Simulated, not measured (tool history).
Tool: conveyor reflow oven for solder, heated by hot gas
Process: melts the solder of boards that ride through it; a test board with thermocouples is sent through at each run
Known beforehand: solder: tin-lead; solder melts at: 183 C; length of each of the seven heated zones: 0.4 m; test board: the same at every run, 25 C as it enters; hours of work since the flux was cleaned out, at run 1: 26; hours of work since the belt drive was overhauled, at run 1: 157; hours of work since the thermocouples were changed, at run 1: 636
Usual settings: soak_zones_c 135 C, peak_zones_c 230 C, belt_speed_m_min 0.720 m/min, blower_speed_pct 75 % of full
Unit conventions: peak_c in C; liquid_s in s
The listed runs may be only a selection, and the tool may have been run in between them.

run,hour,soak_zones_c,peak_zones_c,belt_speed_m_min,blower_speed_pct,hours of work since the flux was cleaned out,hours of work since the belt drive was overhauled,hours of work since the thermocouples were changed,peak_c,liquid_s
1,0.0,135,230,0.720,75,26,157,636,219.6,52.0
# hour 11.0: thermocouples of zones 6 and 7 changed
2,40.3,135,230,0.720,75,50,181,19,219.3,51.9
3,68.5,135,230,0.720,75,68,199,37,219.8,51.9
4,96.2,135,230,0.720,75,86,217,54,219.9,52.0
5,132.8,135,230,0.720,75,109,240,78,219.8,52.1
6,191.6,135,230,0.720,75,146,277,115,219.7,52.2
# hour 212.7: flux residue cleaned out of gas plates and filters
7,244.6,135,230,0.720,75,20,308,146,220.1,51.9
8,285.1,135,235,0.720,75,46,334,171,224.0,54.5
9,313.1,122,230,0.720,75,64,351,189,218.3,47.6
10,341.1,122,223,0.720,75,82,369,207,211.9,43.5
11,386.0,122,221,0.720,53,110,398,236,203.9,34.8
12,434.7,129,230,0.652,75,141,429,267,220.8,57.4
# hour 464.2: flux residue cleaned out of gas plates and filters
13,501.0,129,233,0.652,58,23,468,306,220.0,56.1

Forecast run 14:
14,543.7,129,233,0.652,58,51,495,333,?,?

{"run 14": {"peak_c": 220.3, "liquid_s": 55.6}}
Without the tool's hidden state the same run would have given peak_c 220.3 C, liquid_s 55.6 s.
